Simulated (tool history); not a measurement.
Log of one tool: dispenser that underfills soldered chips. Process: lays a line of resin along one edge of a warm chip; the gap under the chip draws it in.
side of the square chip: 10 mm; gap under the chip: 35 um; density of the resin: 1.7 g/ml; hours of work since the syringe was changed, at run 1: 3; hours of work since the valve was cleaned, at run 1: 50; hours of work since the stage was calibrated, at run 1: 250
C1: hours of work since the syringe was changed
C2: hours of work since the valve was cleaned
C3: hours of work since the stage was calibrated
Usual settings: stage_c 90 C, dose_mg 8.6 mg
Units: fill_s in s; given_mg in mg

Run 1, hour 0: usual settings; C1 3; C2 50; C3 250. Result: fill_s 59 s, given_mg 8.24 mg.
At hour 5.9: new syringe of resin.
Run 2, hour 9.6: usual settings; C1 2; C2 56; C3 256. Result: fill_s 56.9 s, given_mg 8.28 mg.
At hour 16.2: new syringe of resin.
Run 3, hour 16.2: usual settings; C1 0; C2 60; C3 260. Result: fill_s 51.8 s, given_mg 8.28 mg.
At hour 18.5: dispensing valve cleaned and set on the balance.
Run 4, hour 26.6: usual settings; C1 6; C2 6; C3 267. Result: fill_s 66 s, given_mg 8.51 mg.
At hour 27.8: new syringe of resin.
Run 5, hour 36.6: usual settings; C1 6; C2 12; C3 273. Result: fill_s 65.5 s, given_mg 8.49 mg.
At hour 38.3: new syringe of resin.
Run 6, hour 44.5: usual settings but dose_mg 9.51 mg; C1 4; C2 17; C3 278. Result: fill_s 59.4 s, given_mg 9.32 mg.
At hour 49.1: new syringe of resin.
Run 7, hour 54.7: usual settings but dose_mg 9.51 mg; C1 4; C2 24; C3 285. Result: fill_s 61.6 s, given_mg 9.36 mg.
At hour 59.5: new syringe of resin.
Run 8, hour 61.1: usual settings but dose_mg 9.51 mg; C1 1; C2 28; C3 289. Result: fill_s 53.5 s, given_mg 9.34 mg.
At hour 69.8: new syringe of resin.
Run 9, hour 71.5: usual settings but stage_c 104 C; C1 1; C2 35; C3 296. Result: fill_s 31.8 s, given_mg 8.4 mg.
At hour 80.3: new syringe of resin.
Run 10, hour 81.8: usual settings but stage_c 97 C, dose_mg 7.73 mg; C1 1; C2 42; C3 303. Result: fill_s 42 s, given_mg 7.48 mg.
At hour 90.7: new syringe of resin.
Run 11, hour 91.9: usual settings but stage_c 82 C, dose_mg 7.32 mg; C1 1; C2 48; C3 310. Result: fill_s 75.7 s, given_mg 7.07 mg.
Run 12, hour 99: usual settings but stage_c 98 C, dose_mg 9.91 mg; C1 6; C2 53; C3 314. Result: fill_s 45.1 s, given_mg 9.53 mg.
At hour 101.7: new syringe of resin.
Run 13, hour 103.7: usual settings but stage_c 100 C; C1 1; C2 56; C3 317. Result: fill_s 36.9 s, given_mg 8.25 mg.
Run 14, hour 108.8: usual settings but stage_c 96 C; C1 5; C2 60; C3 321. Result: fill_s 47.4 s, given_mg 8.24 mg.
At hour 112.3: dispensing valve cleaned and set on the balance.
At hour 113.1: new syringe of resin.
Run 15, hour 118: usual settings but stage_c 96 C; C1 3; C2 4; C3 326. Result: fill_s 45.6 s, given_mg 8.57 mg.
At hour 123.5: new syringe of resin.
Run 16, hour 125.3: usual settings but stage_c 80 C; C1 1; C2 8; C3 331. Result: fill_s 80.7 s, given_mg 8.55 mg.
Run 17, hour 129.7: usual settings but stage_c 100 C, dose_mg 8.88 mg; C1 4; C2 11; C3 334. Result: fill_s 41.1 s, given_mg 8.83 mg.
At hour 133.9: new syringe of resin.
Run 18, hour 138.7: usual settings but stage_c 99 C; C1 3; C2 17; C3 340. Result: fill_s 41.7 s, given_mg 8.47 mg.

Forecast each of these 5 alternatives for the next run:
At hour 144.3: new syringe of resin.
Run A, hour 149: usual settings but stage_c 81 C, dose_mg 7.81 mg; C1 3; C2 24; C3 347. Result: fill_s ?, given_mg ?.
At hour 144.3: new syringe of resin.
Run B, hour 149: usual settings but stage_c 87 C, dose_mg 8.69 mg; C1 3; C2 24; C3 347. Result: fill_s ?, given_mg ?.
At hour 144.3: new syringe of resin.
Run C, hour 149: usual settings but stage_c 82 C, dose_mg 8.8 mg; C1 3; C2 24; C3 347. Result: fill_s ?, given_mg ?.
At hour 144.3: new syringe of resin.
Run D, hour 149: usual settings but stage_c 99 C, dose_mg 9.33 mg; C1 3; C2 24; C3 347. Result: fill_s ?, given_mg ?.
At hour 144.3: new syringe of resin.
Run E, hour 149: usual settings but stage_c 99 C, dose_mg 10.64 mg; C1 3; C2 24; C3 347. Result: fill_s ?, given_mg ?.

run  fill_s  given_mg
  A    84.7      7.68
  B    64.2      8.59
  C    78.4      8.65
  D    40.4      9.19
  E    41.3     10.52
Without the tool's hidden state the same runs would have given:
run  fill_s  given_mg
  A    81.2      7.79
  B    61.4      8.72
  C    75.2      8.78
  D    38.5      9.32
  E    39.4     10.68
